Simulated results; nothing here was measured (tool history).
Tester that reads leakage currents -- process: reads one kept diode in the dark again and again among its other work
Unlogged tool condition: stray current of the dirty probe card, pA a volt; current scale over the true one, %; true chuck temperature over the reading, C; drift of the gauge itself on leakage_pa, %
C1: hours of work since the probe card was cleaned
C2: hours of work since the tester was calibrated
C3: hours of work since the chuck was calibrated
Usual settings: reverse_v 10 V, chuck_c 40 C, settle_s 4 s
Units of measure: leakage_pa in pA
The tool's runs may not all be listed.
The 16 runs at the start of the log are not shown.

run 17 day=29.283 | reverse_v=10 chuck_c=40 settle_s=0.71 | C1=1664 C2=941 C3=37 | leakage_pa=75.41
run 18 day=30.888 | reverse_v=10 chuck_c=40 settle_s=0.71 | C1=1687 C2=964 C3=60 | leakage_pa=75.16
run 19 day=33.208 | reverse_v=10 chuck_c=27 settle_s=4 | C1=1721 C2=998 C3=94 | leakage_pa=36.48
run 20 day=35.121 | reverse_v=10 chuck_c=49 settle_s=4 | C1=1749 C2=1026 C3=121 | leakage_pa=132.31
run 21 day=36.558 | reverse_v=10 chuck_c=49 settle_s=4 | C1=1769 C2=1046 C3=142 | leakage_pa=131.64
run 22 day=38.446 | reverse_v=4.2 chuck_c=30 settle_s=7.5 | C1=1797 C2=1074 C3=169 | leakage_pa=24.32
run 23 day=40.371 | reverse_v=4.2 chuck_c=30 settle_s=7.5 | C1=1825 C2=1102 C3=197 | leakage_pa=24.51
run 24 day=41.4 | reverse_v=4.2 chuck_c=30 settle_s=7.5 | C1=1840 C2=1116 C3=212 | leakage_pa=24.46
run 25 day=43.108 | reverse_v=18.6 chuck_c=38 settle_s=4 | C1=1864 C2=1141 C3=237 | leakage_pa=99.23
run 26 day=44.596 | reverse_v=18.6 chuck_c=38 settle_s=4 | C1=1886 C2=1163 C3=259 | leakage_pa=99.41
run 27 day=45.875 | reverse_v=3.8 chuck_c=38 settle_s=1.13 | C1=1904 C2=1181 C3=277 | leakage_pa=39.09
run 28 day=48.133 | reverse_v=3.8 chuck_c=35 settle_s=0.51 | C1=1937 C2=1214 C3=310 | leakage_pa=32.58
run 29 day=50.042 | reverse_v=3.6 chuck_c=40 settle_s=0.79 | C1=1965 C2=1242 C3=337 | leakage_pa=43.32
run 30 day=52.2 | reverse_v=3.6 chuck_c=40 settle_s=0.79 | C1=1996 C2=1273 C3=369 | leakage_pa=43.38
run 31 day=53.512 | reverse_v=5.9 chuck_c=35 settle_s=1.22 | C1=2015 C2=1292 C3=388 | leakage_pa=42.18
run 32 day=55.058 | reverse_v=5.9 chuck_c=35 settle_s=1.22 | C1=2037 C2=1314 C3=410 | leakage_pa=42.21
run 33 day=57.117 | reverse_v=5.9 chuck_c=35 settle_s=1.22 | C1=2067 C2=1344 C3=440 | leakage_pa=42.1
run 34 day=58.108 | reverse_v=10 chuck_c=26 settle_s=4.76 | C1=2081 C2=1358 C3=454 | leakage_pa=37.97
run 35 day=59.375 | reverse_v=5 chuck_c=42 settle_s=1.69 | C1=2100 C2=1377 C3=472 | leakage_pa=59.09
run 36 day=60.462 | reverse_v=3.4 chuck_c=46 settle_s=7.52 | C1=2115 C2=1392 C3=488 | leakage_pa=62.57
run 37 day=61.896 | reverse_v=3.4 chuck_c=46 settle_s=7.52 | C1=2136 C2=1413 C3=509 | leakage_pa=62.14
run 38 day=64.146 | reverse_v=16.1 chuck_c=46 settle_s=6.23 | C1=2169 C2=1446 C3=541 | leakage_pa=146.01
run 39 day=65.708 | reverse_v=16.1 chuck_c=46 settle_s=6.23 | C1=2191 C2=1468 C3=564 | leakage_pa=146.26
run 40 day=66.717 | reverse_v=15.2 chuck_c=44 settle_s=1.69 | C1=2206 C2=1483 C3=579 | leakage_pa=126.84

Each row is a separate what-if for the run after 40, all from the same tool condition, not one after another. Results?
run A day=68.058 | reverse_v=1.8 chuck_c=44 settle_s=1.69 | C1=2225 C2=1502 C3=598 | leakage_pa=?
run B day=68.058 | reverse_v=4.5 chuck_c=55 settle_s=1.69 | C1=2225 C2=1502 C3=598 | leakage_pa=?
run C day=68.058 | reverse_v=7.1 chuck_c=40 settle_s=6.96 | C1=2225 C2=1502 C3=598 | leakage_pa=?
run D day=68.058 | reverse_v=10 chuck_c=42 settle_s=4 | C1=2225 C2=1502 C3=598 | leakage_pa=?

run=A leakage_pa=39.76
run=B leakage_pa=132.22
run=C leakage_pa=63.8
run=D leakage_pa=88.02
With the hidden condition removed and each run's random variation left untouched, the same runs would have given:
run=A leakage_pa=37.06
run=B leakage_pa=126.35
run=C leakage_pa=50.6
run=D leakage_pa=69.39
